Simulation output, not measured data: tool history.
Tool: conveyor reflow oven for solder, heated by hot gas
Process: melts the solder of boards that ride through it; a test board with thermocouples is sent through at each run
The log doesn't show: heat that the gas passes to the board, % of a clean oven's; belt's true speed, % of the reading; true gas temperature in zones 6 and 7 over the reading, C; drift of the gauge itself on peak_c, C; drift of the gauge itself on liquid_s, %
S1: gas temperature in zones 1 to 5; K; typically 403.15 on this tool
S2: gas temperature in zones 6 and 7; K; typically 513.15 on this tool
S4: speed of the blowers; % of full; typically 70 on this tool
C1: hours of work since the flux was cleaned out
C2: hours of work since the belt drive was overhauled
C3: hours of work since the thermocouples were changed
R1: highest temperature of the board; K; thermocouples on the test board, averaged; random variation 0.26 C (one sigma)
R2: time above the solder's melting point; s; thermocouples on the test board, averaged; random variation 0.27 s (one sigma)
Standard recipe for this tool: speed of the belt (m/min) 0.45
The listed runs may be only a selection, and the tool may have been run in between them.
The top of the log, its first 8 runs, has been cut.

Run 9, hour 456.7: usual settings but S2 519.15 K; C1 157; C2 544; C3 140. Result: R1 497.45 K, R2 72.3 s.
Run 10, hour 500.8: usual settings; C1 187; C2 575; C3 170. Result: R1 491.65 K, R2 67.5 s.
At hour 516.2: flux residue cleaned out of gas plates and filters.
Run 11, hour 574.9: usual settings; C1 41; C2 623; C3 218. Result: R1 492.65 K, R2 68.8 s.
Run 12, hour 645.6: usual settings; C1 90; C2 672; C3 268. Result: R1 492.65 K, R2 68.5 s.
Run 13, hour 713.2: usual settings but S1 392.15 K; C1 137; C2 719; C3 315. Result: R1 489.85 K, R2 61.8 s.
Run 14, hour 753.9: usual settings; C1 165; C2 747; C3 343. Result: R1 491.95 K, R2 67.9 s.
At hour 804: flux residue cleaned out of gas plates and filters.
Run 15, hour 804: usual settings but S4 67 % of full; C1 0; C2 779; C3 374. Result: R1 491.55 K, R2 67.9 s.
Run 16, hour 848.6: usual settings but S2 522.15 K, S4 67 % of full; C1 31; C2 810; C3 405. Result: R1 499.15 K, R2 74 s.
Run 17, hour 903: usual settings but S1 398.15 K, speed of the belt (m/min) 0.36, S4 79 % of full; C1 69; C2 847; C3 443. Result: R1 501.25 K, R2 95.5 s.
Run 18, hour 962.8: usual settings but S1 413.15 K, S2 522.15 K, speed of the belt (m/min) 0.508, S4 54 % of full; C1 110; C2 889; C3 485. Result: R1 489.55 K, R2 60.5 s.
Run 19, hour 1006: usual settings but S1 413.15 K, S2 522.15 K, speed of the belt (m/min) 0.508, S4 54 % of full; C1 140; C2 919; C3 515. Result: R1 489.35 K, R2 60.3 s.
Run 20, hour 1081: usual settings but S1 396.15 K, S2 516.15 K, speed of the belt (m/min) 0.398, S4 62 % of full; C1 193; C2 971; C3 567. Result: R1 494.65 K, R2 77.4 s.
At hour 1093.2: flux residue cleaned out of gas plates and filters.
Run 21, hour 1151.7: usual settings but S1 396.15 K, S2 503.15 K, speed of the belt (m/min) 0.533, S4 62 % of full; C1 41; C2 1017; C3 612. Result: R1 472.65 K, R2 33.1 s.
Run 22, hour 1189.6: usual settings but S1 395.15 K, S2 517.15 K, speed of the belt (m/min) 0.415, S4 86 % of full; C1 67; C2 1043; C3 639. Result: R1 501.75 K, R2 81.5 s.
At hour 1205.2: belt drive overhauled, speed set with a stopwatch.
Run 23, hour 1255.9: usual settings but S1 413.15 K; C1 110; C2 35; C3 682. Result: R1 492.95 K, R2 73.1 s.
Run 24, hour 1291.7: usual settings but S1 413.15 K, S2 504.15 K, S4 69 % of full; C1 135; C2 60; C3 707. Result: R1 485.05 K, R2 64.6 s.
Run 25, hour 1358: usual settings but S1 406.15 K, speed of the belt (m/min) 0.533, S4 84 % of full; C1 181; C2 106; C3 753. Result: R1 489.35 K, R2 55.2 s.
At hour 1384.3: flux residue cleaned out of gas plates and filters.
Run 26, hour 1401.2: usual settings but S1 394.15 K, speed of the belt (m/min) 0.372, S4 73 % of full; C1 12; C2 133; C3 780. Result: R1 497.35 K, R2 86 s.
Run 27, hour 1441.7: usual settings but S1 388.15 K, S2 509.15 K, speed of the belt (m/min) 0.361, S4 56 % of full; C1 40; C2 161; C3 808. Result: R1 487.85 K, R2 74.2 s.
At hour 1485.4: thermocouples of zones 6 and 7 changed.
Run 28, hour 1520.3: usual settings but S1 410.15 K, S2 502.15 K, speed of the belt (m/min) 0.379; C1 93; C2 214; C3 24. Result: R1 489.25 K, R2 83 s.
Run 29, hour 1584.7: usual settings but speed of the belt (m/min) 0.387, S4 83 % of full; C1 138; C2 259; C3 69. Result: R1 500.15 K, R2 88.8 s.
Run 30, hour 1634.4: usual settings but S2 518.15 K, speed of the belt (m/min) 0.387, S4 83 % of full; C1 172; C2 293; C3 104. Result: R1 505.05 K, R2 91.4 s.

What if the next run were any one of these 4? Each begins from the tool's condition after run 30:
At hour 1671.9: flux residue cleaned out of gas plates and filters.
Run A, hour 1689.7: usual settings but S2 512.15 K, speed of the belt (m/min) 0.446, S4 76 % of full; C1 12; C2 328; C3 139. Result: R1 ?, R2 ?.
At hour 1671.9: flux residue cleaned out of gas plates and filters.
Run B, hour 1689.7: usual settings but S1 399.15 K, S2 527.15 K, S4 59 % of full; C1 12; C2 328; C3 139. Result: R1 ?, R2 ?.
At hour 1671.9: flux residue cleaned out of gas plates and filters.
Run C, hour 1689.7: usual settings but S1 417.15 K, S2 518.15 K; C1 12; C2 328; C3 139. Result: R1 ?, R2 ?.
At hour 1671.9: flux residue cleaned out of gas plates and filters.
Run D, hour 1689.7: usual settings but S2 508.15 K; C1 12; C2 328; C3 139. Result: R1 ?, R2 ?.

run      R1    R2
  A  493.85  71.1
  B  499.25  72.1
  C  499.45  80.4
  D  488.15    65
Without the tool's unlogged condition, the same runs would have read:
run      R1    R2
  A  494.15  71.2
  B  499.55  72.1
  C  499.75  80.3
  D  488.45  65.1
